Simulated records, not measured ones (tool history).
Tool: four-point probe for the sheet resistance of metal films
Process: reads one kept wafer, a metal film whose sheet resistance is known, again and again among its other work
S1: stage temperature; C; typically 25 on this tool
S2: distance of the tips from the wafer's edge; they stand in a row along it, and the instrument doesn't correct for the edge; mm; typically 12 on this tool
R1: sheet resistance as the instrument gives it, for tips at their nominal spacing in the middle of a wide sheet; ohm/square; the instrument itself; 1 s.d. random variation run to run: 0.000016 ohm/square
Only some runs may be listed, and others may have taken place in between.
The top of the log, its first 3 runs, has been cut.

{"run": 4, "hour": 92.6, "S1": 25, "S2": 12, "R1": 0.079344}
{"run": 5, "hour": 135.7, "S1": 25, "S2": 12, "R1": 0.079343}
{"run": 6, "hour": 174.9, "S1": 26, "S2": 12, "R1": 0.079365}
{"run": 7, "hour": 198.6, "S1": 26, "S2": 12, "R1": 0.079361}
{"run": 8, "hour": 234.3, "S1": 26, "S2": 12, "R1": 0.079395}
{"run": 9, "hour": 278.2, "S1": 30, "S2": 12, "R1": 0.079359}
{"run": 10, "hour": 300.3, "S1": 27, "S2": 12, "R1": 0.079367}
{"run": 11, "hour": 327.9, "S1": 25, "S2": 12, "R1": 0.079399}
{"run": 12, "hour": 362.3, "S1": 29, "S2": 12, "R1": 0.079391}
{"run": 13, "hour": 390.2, "S1": 27, "S2": 12, "R1": 0.079382}
{"run": 14, "hour": 426.1, "S1": 25, "S2": 12, "R1": 0.07941}
{"run": 15, "hour": 460.3, "S1": 25, "S2": 12, "R1": 0.079419}
{"run": 16, "hour": 486.2, "S1": 25, "S2": 12, "R1": 0.079408}
{"run": 17, "hour": 521.0, "S1": 25, "S2": 6, "R1": 0.080802}
{"run": 18, "hour": 559.5, "S1": 25, "S2": 6, "R1": 0.080805}
{"run": 19, "hour": 598.4, "S1": 22, "S2": 3, "R1": 0.085838}
{"run": 20, "hour": 638.5, "S1": 22, "S2": 3, "R1": 0.085846}
{"run": 21, "hour": 663.8, "S1": 21, "S2": 6, "R1": 0.080863}
{"run": 22, "hour": 687.5, "S1": 31, "S2": 12, "R1": 0.079458}
{"run": 23, "hour": 707.9, "S1": 27, "S2": 4, "R1": 0.083002}
{"run": 24, "hour": 738.1, "S1": 22, "S2": 15, "R1": 0.079292}
{"hour": 768.9, "done": "new probe head fitted"}
{"run": 25, "hour": 775.6, "S1": 34, "S2": 12, "R1": 0.079017}
{"run": 26, "hour": 813.7, "S1": 26, "S2": 10, "R1": 0.079236}
{"run": 27, "hour": 840.5, "S1": 33, "S2": 58, "R1": 0.078592}
{"run": 28, "hour": 877.2, "S1": 32, "S2": 5, "R1": 0.081221}

Run 29 is up next; what results do you expect?
{"run": 29, "hour": 911.7, "S1": 29, "S2": 4, "R1": "?"}

R1: 0.082627 ohm/square
Without the tool's hidden state the same run would have given R1 0.082635 ohm/square.
